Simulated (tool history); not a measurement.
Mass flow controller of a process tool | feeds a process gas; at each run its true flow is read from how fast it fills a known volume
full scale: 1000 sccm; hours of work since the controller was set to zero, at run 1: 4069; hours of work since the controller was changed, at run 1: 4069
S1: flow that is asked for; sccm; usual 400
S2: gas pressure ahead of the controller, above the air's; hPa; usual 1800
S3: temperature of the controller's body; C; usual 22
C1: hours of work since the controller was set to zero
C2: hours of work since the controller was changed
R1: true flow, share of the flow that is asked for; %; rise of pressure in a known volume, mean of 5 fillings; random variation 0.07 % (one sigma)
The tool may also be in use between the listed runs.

run,hour,S1,S2,S3,C1,C2,R1
1,0,400,1800,22,4069,4069,99.58
2,231.7,366,1800,22,4143,4143,99.5
# hour 348.6: controller's zero set anew
3,624.5,366,1800,22,88,4268,99.73
4,1003.1,366,1800,22,209,4389,99.79
5,1272.4,366,1800,22,295,4475,99.89
6,1532.1,400,2010,22,378,4558,99.93
7,1893.1,400,2010,22,493,4673,99.96
# hour 2011.7: controller's zero set anew, once more
8,2158.2,400,1800,22,47,4758,98.75
9,2406.5,400,1800,22,126,4837,98.83
10,2704.1,400,1800,22,221,4932,98.69
11,3010.8,400,1800,22,319,5030,98.86
12,3384.2,400,1800,22,438,5149,98.93
13,3689.9,400,2700,22,535,5246,99.23
14,3917.6,400,2700,22,608,5319,99.29
15,4254.7,400,2700,22,716,5427,99.16
16,4422.5,400,2700,22,769,5480,99.37
17,4675.8,400,2700,22,850,5561,99.31
18,4875.4,400,2700,22,914,5625,99.35
19,5231.6,400,2700,23,1027,5738,99.53
20,5588.4,400,2700,22,1141,5852,99.55
21,5757.6,228,1800,22,1195,5906,98.95
22,5971.4,228,1510,22,1263,5974,98.9
23,6339.9,228,1510,22,1381,6092,99.05
24,6523.3,228,1510,22,1440,6150,99.12
25,6913.7,228,1510,22,1564,6275,99.23
26,7285,123,1800,34,1683,6394,100.92
27,7514.8,400,1610,22,1756,6467,99.31
28,7909.4,250,1710,22,1882,6593,99.33
29,8089.8,250,1780,20,1939,6650,99.33
30,8291.8,151,2750,20,2004,6715,100.02
31,8484.9,151,2750,20,2065,6776,100.12
32,8772.5,151,2750,22,2157,6868,100.28
33,8956.4,151,2750,22,2216,6927,100.33
34,9115.4,400,1820,22,2267,6978,99.71
35,9362,400,1820,22,2345,7056,99.78
36,9645.4,430,1890,22,2436,7147,99.86
37,9917.6,129,1890,37,2523,7234,102.01
38,10115.2,129,1890,37,2586,7297,101.91
39,10282.8,296,1790,23,2639,7350,99.94
40,10675.4,296,1790,23,2764,7475,100.06
41,10885.2,296,1790,23,2831,7542,100.05
42,11278.2,365,1560,22,2957,7668,99.98
43,11445.4,365,1560,22,3010,7721,100.06
44,11659.9,365,1560,22,3079,7789,99.97
45,12016.3,742,1580,22,3192,7903,100.68
46,12199.4,742,2090,22,3251,7962,100.93
47,12360.8,742,2090,22,3302,8013,100.85

3 ways to go on from here, each from the tool as it stands after run 47. What would each give?
A,12587.4,353,1470,22,3374,8085,?
B,12587.4,890,2090,22,3374,8085,?
C,12587.4,400,2120,22,3374,8085,?

run,R1
A,100.11
B,101.35
C,100.46
Without the tool's hidden state the same runs would have given:
run,R1
A,97.54
B,99.45
C,98.02

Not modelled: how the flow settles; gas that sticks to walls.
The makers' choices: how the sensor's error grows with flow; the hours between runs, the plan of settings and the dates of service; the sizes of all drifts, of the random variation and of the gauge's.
